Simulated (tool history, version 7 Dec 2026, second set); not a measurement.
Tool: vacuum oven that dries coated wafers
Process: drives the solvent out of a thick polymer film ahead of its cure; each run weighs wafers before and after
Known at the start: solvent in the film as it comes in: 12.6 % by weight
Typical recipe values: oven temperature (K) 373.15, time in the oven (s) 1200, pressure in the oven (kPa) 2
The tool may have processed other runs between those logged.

run    hour  oven temperature (K)  time in the oven (s)  pressure in the oven (kPa)  solvent left in the film (%)
  1       0                373.15                  1200                           2                          2.22
  2    33.2                373.15                  1200                           2                          2.22
  3    54.5                383.15                  1200                           2                          1.21
  4    85.2                383.15                  1200                           2                          1.22
  5   100.4                383.15                  1200                           2                          1.24
  6   134.9                373.15                  1200                           2                          2.23
  7     152                373.15                  1200                           2                          2.21
  8     174                383.15                  1200                           2                          1.23
  9   204.3                383.15                  1200                           2                          1.27
 10   230.9                373.15                  1200                        2.82                          2.74
 11   260.6                373.15                  1200                        2.82                          2.81
 12   289.3                373.15                  1200                        2.82                          2.74
 13   304.6                373.15                  1200                           2                          2.23
 14   336.7                373.15                  1800                           2                          1.75
 15     356                373.15                  1800                           2                          1.75
 16   383.1                373.15                  1800                           2                          1.73
 17   411.9                364.15                  1200                           2                          3.75
 18   442.5                364.15                  1200                           2                          3.76
 19   479.1                364.15                  1200                           2                          3.73
        484  -- vacuum gauge cleaned of residue and calibrated
 20   510.3                361.15                  1200                           2                          4.41
 21     544                378.15                   780                           2                          2.39
 22   570.8                373.15                  1800                        6.66                          4.94
 23   596.1                367.15                  1800                        6.96                          6.59
      621.9  -- vacuum gauge cleaned of residue and calibrated, once more
 24   634.4                386.15                   720                        1.99                          1.42
 25   659.4                384.15                  1260                           2                          1.01
 26   696.5                368.15                  1440                        3.62                          3.69
 27   729.6                368.15                  1440                        3.62                          3.64
 28   755.7                368.15                  1440                        3.62                          3.66
 29   771.8                372.15                  1860                           2                          1.66
 30   803.5                385.15                  1560                           2                             1
 31     830                367.15                  2100                           2                          2.03
 32   862.9                363.15                  2040                        1.87                          2.42
 33   892.6                363.15                  2040                        1.87                          2.44
 34   914.2                372.15                  1860                        2.52                          2.07
 35   946.4                383.15                  1440                        1.28                          0.69
 36   961.4                383.15                  1440                        1.28                          0.71
 37   985.4                383.15                  1440                        1.28                           0.7
 38    1001                383.15                  1440                        1.28                          0.75
 39  1021.5                383.15                  1440                        1.28                          0.74

Here are 5 independent what-if runs from the current tool condition. What would each one return?
  A  1043.3                373.15                  1620                        5.22                             ?
  B  1043.3                383.15                   660                        1.14                             ?
  C  1043.3                383.15                  1200                         3.7                             ?
  D  1043.3                378.15                  1500                        2.17                             ?
  E  1043.3                377.15                  1440                        1.46                             ?

run  solvent left in the film (%)
  A                          3.88
  B                          1.56
  C                          1.95
  D                          1.43
  E                          1.13
What these runs would have given with no unlogged condition in the tool:
run  solvent left in the film (%)
  A                          4.02
  B                          1.66
  C                          2.02
  D                          1.48
  E                          1.17

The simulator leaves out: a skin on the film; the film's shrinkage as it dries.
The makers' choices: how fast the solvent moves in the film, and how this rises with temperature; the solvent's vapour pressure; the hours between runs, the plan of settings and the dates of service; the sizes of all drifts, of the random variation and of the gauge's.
